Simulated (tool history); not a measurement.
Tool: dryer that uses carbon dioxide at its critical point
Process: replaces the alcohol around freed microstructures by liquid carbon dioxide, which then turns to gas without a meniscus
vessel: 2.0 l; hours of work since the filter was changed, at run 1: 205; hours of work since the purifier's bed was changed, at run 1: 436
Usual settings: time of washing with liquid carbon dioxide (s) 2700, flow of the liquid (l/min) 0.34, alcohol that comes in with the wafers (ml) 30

run    hour  time of washing with liquid carbon dioxide (s)  flow of the liquid (l/min)  alcohol that comes in with the wafers (ml)  hours of work since the filter was changed  hours of work since the purifier's bed was changed  alcohol left in the vessel before it's heated (ppm by volume)
  1       0                                            2700                        0.34                                          30                                         205                                                 436                                                            187
  2      31                                            2700                        0.34                                          30                                         216                                                 447                                                            192
  3    58.1                                            2700                        0.34                                          30                                         226                                                 457                                                            213
  4    89.7                                            2700                        0.34                                          30                                         237                                                 468                                                            200
  5   119.8                                            2700                        0.34                                          30                                         248                                                 479                                                            208
  6   151.5                                            2700                        0.34                                          35                                         259                                                 490                                                            230
  7     173                                            2700                        0.34                                          35                                         266                                                 498                                                            231
  8   190.4                                            2700                        0.34                                          35                                         273                                                 504                                                            234
  9   213.9                                            2700                       0.296                                          35                                         281                                                 512                                                            377
 10   241.6                                            2700                        0.34                                         101                                         291                                                 522                                                            508
 11   269.5                                            2700                        0.34                                          30                                         301                                                 532                                                            233
 12   285.3                                            2700                        0.34                                          30                                         306                                                 537                                                            226
 13   311.6                                            2700                        0.34                                          30                                         316                                                 547                                                            237
 14   327.3                                            2820                        0.34                                          30                                         321                                                 552                                                            215
 15   355.3                                            2580                        0.34                                          30                                         331                                                 562                                                            280
 16   376.6                                            2580                        0.34                                          30                                         339                                                 570                                                            270
 17   397.6                                            2700                        0.34                                          46                                         346                                                 577                                                            311
 18   429.2                                            2700                        0.34                                          30                                         357                                                 589                                                            258
 19   444.4                                            2700                        0.34                                          30                                         363                                                 594                                                            260
 20   472.8                                            2700                        0.34                                          30                                         373                                                 604                                                            247
 21   490.1                                            2700                        0.34                                          30                                         379                                                 610                                                            251
 22   503.5                                            4140                        0.34                                          30                                         384                                                 615                                                            128
 23   518.2                                            2700                        0.34                                          30                                         389                                                 620                                                            266
 24   533.9                                            2700                        0.34                                          30                                         394                                                 626                                                            268
 25   553.8                                            3960                        0.34                                         106                                         402                                                 633                                                            189
 26   566.8                                            3960                        0.34                                         106                                         406                                                 637                                                            182
 27   580.4                                            3960                        0.34                                         106                                         411                                                 642                                                            182
 28   600.7                                            3960                        0.34                                         106                                         418                                                 649                                                            191
 29   622.5                                            3960                        0.34                                         106                                         426                                                 657                                                            189
 30   637.5                                            2040                       0.218                                          30                                         431                                                 662                                                           1870
 31     656                                            2040                         0.5                                          30                                         438                                                 669                                                            209
        662  -- inlet filter changed
 32     671                                            2040                         0.5                                          25                                           3                                                 674                                                            157
 33   691.3                                            2040                         0.5                                          25                                          10                                                 681                                                            172
 34   707.9                                            2280                       0.241                                          32                                          16                                                 687                                                            865
 35   737.8                                            2400                       0.206                                          45                                          27                                                 698                                                           1565
 36   757.4                                            1920                       0.206                                         105                                          34                                                 705                                                           6089
 37   788.5                                            1620                        0.34                                          36                                          45                                                 716                                                            900
 38   814.7                                            1620                        0.34                                          36                                          54                                                 725                                                            918
 39   837.3                                            2760                       0.372                                          36                                          62                                                 733                                                            193
 40   854.1                                            2760                       0.372                                          36                                          68                                                 739                                                            190
 41   884.7                                            1800                        0.34                                          30                                          79                                                 750                                                            612
 42     909                                            1800                        0.34                                          30                                          88                                                 758                                                            613
 43   931.4                                            3060                       0.556                                          30                                          96                                                 766                                                            155
 44   948.4                                            3180                       0.216                                          67                                         102                                                 772                                                            964
 45   974.7                                            3180                       0.216                                          67                                         111                                                 782                                                            988
 46  1006.6                                            3180                       0.216                                          67                                         122                                                 793                                                            998
 47  1027.9                                            2700                       0.378                                          91                                         130                                                 801                                                            296
 48  1049.9                                            2700                        0.43                                          30                                         138                                                 809                                                            181

3 ways to go on from here, each from the tool as it stands after run 48. What would each give?
  A  1066.1                                            2700                        0.34                                          42                                         143                                                 814                                                              ?
  B  1066.1                                            2160                       0.297                                          30                                         143                                                 814                                                              ?
  C  1066.1                                            2400                        0.43                                          30                                         143                                                 814                                                              ?

run  alcohol left in the vessel before it's heated (ppm by volume)
  A                                                            282
  B                                                            595
  C                                                            201
Without the tool's hidden state the same runs would have given:
run  alcohol left in the vessel before it's heated (ppm by volume)
  A                                                            102
  B                                                            375
  C                                                             37

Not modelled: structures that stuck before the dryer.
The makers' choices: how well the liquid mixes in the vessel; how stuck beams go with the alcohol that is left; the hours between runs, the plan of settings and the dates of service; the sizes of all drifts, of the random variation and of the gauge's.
